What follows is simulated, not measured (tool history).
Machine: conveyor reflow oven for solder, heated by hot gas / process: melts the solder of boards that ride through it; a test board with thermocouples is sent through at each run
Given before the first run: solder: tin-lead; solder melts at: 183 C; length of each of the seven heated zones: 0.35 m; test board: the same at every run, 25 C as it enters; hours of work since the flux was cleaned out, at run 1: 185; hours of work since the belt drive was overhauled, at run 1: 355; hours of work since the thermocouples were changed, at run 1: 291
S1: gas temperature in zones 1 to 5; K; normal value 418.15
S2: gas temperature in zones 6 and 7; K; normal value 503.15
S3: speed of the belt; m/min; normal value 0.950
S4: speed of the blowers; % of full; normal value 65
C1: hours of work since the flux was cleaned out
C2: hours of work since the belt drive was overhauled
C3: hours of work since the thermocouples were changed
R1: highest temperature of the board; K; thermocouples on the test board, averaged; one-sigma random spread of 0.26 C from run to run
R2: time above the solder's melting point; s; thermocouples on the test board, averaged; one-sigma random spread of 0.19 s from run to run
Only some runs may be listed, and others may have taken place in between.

run,hour,S1,S2,S3,S4,C1,C2,C3,R1,R2
1,0.0,418.15,503.15,0.950,65,185,355,291,482.45,30.5
2,64.3,418.15,503.15,0.950,65,232,402,339,482.35,29.9
3,118.7,418.15,503.15,0.950,65,272,442,379,482.45,29.8
4,176.3,418.15,503.15,0.950,65,315,485,421,482.05,30.0
5,235.7,418.15,503.15,0.950,65,358,528,465,482.65,30.3
6,299.6,418.15,503.15,0.950,65,406,576,512,482.05,29.8
# hour 317.8: flux residue cleaned out of gas plates and filters
7,341.6,418.15,503.15,0.950,65,18,603,540,484.75,31.7
8,407.3,431.15,503.15,0.950,65,66,651,588,487.25,36.6
9,443.1,418.15,503.15,0.950,65,92,678,615,484.35,31.3
10,507.4,418.15,503.15,0.950,65,140,725,662,484.15,31.4
11,548.3,418.15,503.15,0.950,65,170,756,692,484.35,31.6
12,593.2,418.15,503.15,0.950,65,203,789,725,484.05,31.2
13,635.0,418.15,503.15,1.137,65,234,820,756,477.25,21.4
14,694.5,430.15,503.15,0.950,65,278,863,800,486.45,36.1
15,729.5,418.15,497.15,0.950,60,304,889,826,478.15,26.9
16,783.2,418.15,493.15,1.083,75,344,929,866,474.15,21.0
17,853.0,418.15,508.15,1.007,65,395,980,917,485.55,30.1
# hour 886.2: flux residue cleaned out of gas plates and filters
18,936.7,418.15,514.15,0.859,59,37,1039,975,496.95,41.5
19,988.9,408.15,505.15,1.102,71,76,1077,1014,480.45,23.0
20,1069.0,418.15,503.15,1.010,85,135,1136,1073,488.15,31.8
21,1110.6,418.15,514.15,1.010,85,166,1167,1104,496.95,35.7
# hour 1133.4: belt drive overhauled, speed set with a stopwatch
22,1182.2,418.15,514.15,1.010,85,215,36,1154,495.35,34.3
23,1237.0,418.15,503.15,0.780,65,256,76,1194,490.85,42.4
24,1289.1,409.15,503.15,0.950,84,294,115,1232,486.65,30.8
# hour 1311.5: thermocouples of zones 6 and 7 changed
25,1366.4,409.15,503.15,0.950,84,350,171,41,484.25,28.8

Each row is a separate what-if for the run after 25, all from the same tool condition, not one after another. Results?
A,1438.5,421.15,504.15,0.950,52,403,224,94,?,?
B,1438.5,417.15,503.15,0.794,61,403,224,94,?,?
C,1438.5,418.15,507.15,0.834,65,403,224,94,?,?
D,1438.5,409.15,503.15,0.950,58,403,224,94,?,?
E,1438.5,413.15,509.15,0.950,54,403,224,94,?,?

run,R1,R2
A,479.45,28.1
B,486.25,39.0
C,489.35,38.9
D,477.15,24.3
E,482.25,27.6
Take away the tool's hidden state, keep each run's random variation, and the runs would have read:
run,R1,R2
A,480.65,29.0
B,487.25,39.6
C,490.45,39.5
D,478.65,25.5
E,483.75,28.5
